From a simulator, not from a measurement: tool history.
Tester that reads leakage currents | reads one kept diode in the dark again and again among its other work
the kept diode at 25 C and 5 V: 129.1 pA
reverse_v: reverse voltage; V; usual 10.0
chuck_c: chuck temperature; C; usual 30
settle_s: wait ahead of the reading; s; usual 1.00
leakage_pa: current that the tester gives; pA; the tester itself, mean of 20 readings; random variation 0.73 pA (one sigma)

run,day,reverse_v,chuck_c,settle_s,leakage_pa
1,0.000,10.0,30,1.00,267.28
# day 4.079: probe card cleaned and baked
2,4.079,10.0,30,1.00,240.89
3,6.288,10.0,30,1.00,241.59
4,8.479,10.0,30,1.00,240.71
5,11.196,10.0,30,3.32,238.03
6,12.967,10.0,30,1.00,242.05
7,15.171,10.0,30,1.00,241.78
# day 15.579: tester calibrated
8,18.371,10.0,30,1.00,241.16
9,22.004,10.0,30,1.68,239.06
10,24.700,10.0,30,1.68,239.26
# day 27.738: tester calibrated, once more
11,28.696,1.8,43,5.91,361.22

Some steps in leakage_pa between neighbouring runs. How much of each would the tool show without its hidden state too (settings, what came in, random variation), and how much is left for the hidden state, with any gauge scatter that isn't in both results?
The hidden state here: stray current of the dirty probe card, pA a volt; current scale over the true one, %; true chuck temperature over the reading, C; drift of the gauge itself on leakage_pa, %.
Run 1 -> 2: probe card cleaned and baked. leakage_pa -26.39 pA: hidden state -26.77, all else +0.38.
Run 10 -> 11: reverse_v 10.0 -> 1.8, chuck_c 30 -> 43, settle_s 1.68 -> 5.91, tester calibrated, once more. leakage_pa +121.96 pA: hidden state -6.76, all else +128.72.

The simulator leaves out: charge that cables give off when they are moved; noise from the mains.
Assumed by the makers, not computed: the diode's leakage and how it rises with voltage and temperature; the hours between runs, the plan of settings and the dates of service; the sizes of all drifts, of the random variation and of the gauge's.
